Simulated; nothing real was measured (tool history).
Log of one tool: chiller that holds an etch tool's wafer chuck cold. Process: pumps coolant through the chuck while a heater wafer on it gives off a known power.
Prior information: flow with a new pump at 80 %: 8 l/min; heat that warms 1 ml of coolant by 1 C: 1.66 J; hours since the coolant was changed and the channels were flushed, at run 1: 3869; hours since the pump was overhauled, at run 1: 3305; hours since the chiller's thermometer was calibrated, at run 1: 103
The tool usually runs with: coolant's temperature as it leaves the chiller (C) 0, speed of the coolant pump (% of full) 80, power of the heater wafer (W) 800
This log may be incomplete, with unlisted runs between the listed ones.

| run | day | coolant's temperature as it leaves the chiller (C) | speed of the coolant pump (% of full) | power of the heater wafer (W) | hours since the coolant was changed and the channels were flushed | hours since the pump was overhauled | hours since the chiller's thermometer was calibrated | chuck's temperature once it has settled (C) | how much warmer the coolant comes back (C) |
|---|---|---|---|---|---|---|---|---|---|
| 1 | 0.000 | 0 | 80 | 800 | 3869 | 3305 | 103 | 6.0 | 3.57 |
| 2 | 3.550 | 0 | 72 | 800 | 3955 | 3390 | 188 | 6.6 | 4.02 |
|  | 7.333 | coolant changed, channels flushed |
| 3 | 8.892 | 0 | 72 | 800 | 37 | 3512 | 311 | 6.6 | 4.06 |
| 4 | 13.117 | 0 | 72 | 800 | 139 | 3614 | 412 | 6.7 | 4.03 |
| 5 | 15.804 | 0 | 72 | 800 | 203 | 3678 | 476 | 6.7 | 4.09 |
| 6 | 18.429 | 0 | 80 | 739 | 266 | 3741 | 539 | 5.5 | 3.35 |
| 7 | 22.054 | 0 | 80 | 1043 | 353 | 3828 | 627 | 7.8 | 4.73 |
| 8 | 26.562 | 0 | 80 | 954 | 461 | 3937 | 735 | 7.3 | 4.40 |
| 9 | 30.238 | 0 | 64 | 554 | 550 | 4025 | 823 | 5.2 | 3.23 |
| 10 | 34.250 | 2 | 73 | 1130 | 646 | 4121 | 919 | 11.1 | 5.67 |
| 11 | 37.154 | -2 | 86 | 819 | 716 | 4191 | 989 | 3.7 | 3.50 |

How would selected steps in how much warmer the coolant comes back (C) from run to run divide? Give the signed amount a tool lacking its hidden state would still show from settings, what came in and random variation, and the signed amount left for the hidden state, including any gauge scatter that is not in both of the compared results.
What the log doesn't record here: heat passed by the chuck's channels, % of clean ones'; flow at a given pump speed, % of a new pump's; coolant's true temperature over the reading, C; drift of the gauge itself on chuck_c, C; drift of the gauge itself on warmer_back_c, C.
Run 6 -> 7: power of the heater wafer (W) 739 -> 1043. how much warmer the coolant comes back (C) +1.38: hidden state +0.02, all else +1.36.
Run 9 -> 10: coolant's temperature as it leaves the chiller (C) 0 -> 2, speed of the coolant pump (% of full) 64 -> 73, power of the heater wafer (W) 554 -> 1130. how much warmer the coolant comes back (C) +2.44: hidden state +0.01, all else +2.43.

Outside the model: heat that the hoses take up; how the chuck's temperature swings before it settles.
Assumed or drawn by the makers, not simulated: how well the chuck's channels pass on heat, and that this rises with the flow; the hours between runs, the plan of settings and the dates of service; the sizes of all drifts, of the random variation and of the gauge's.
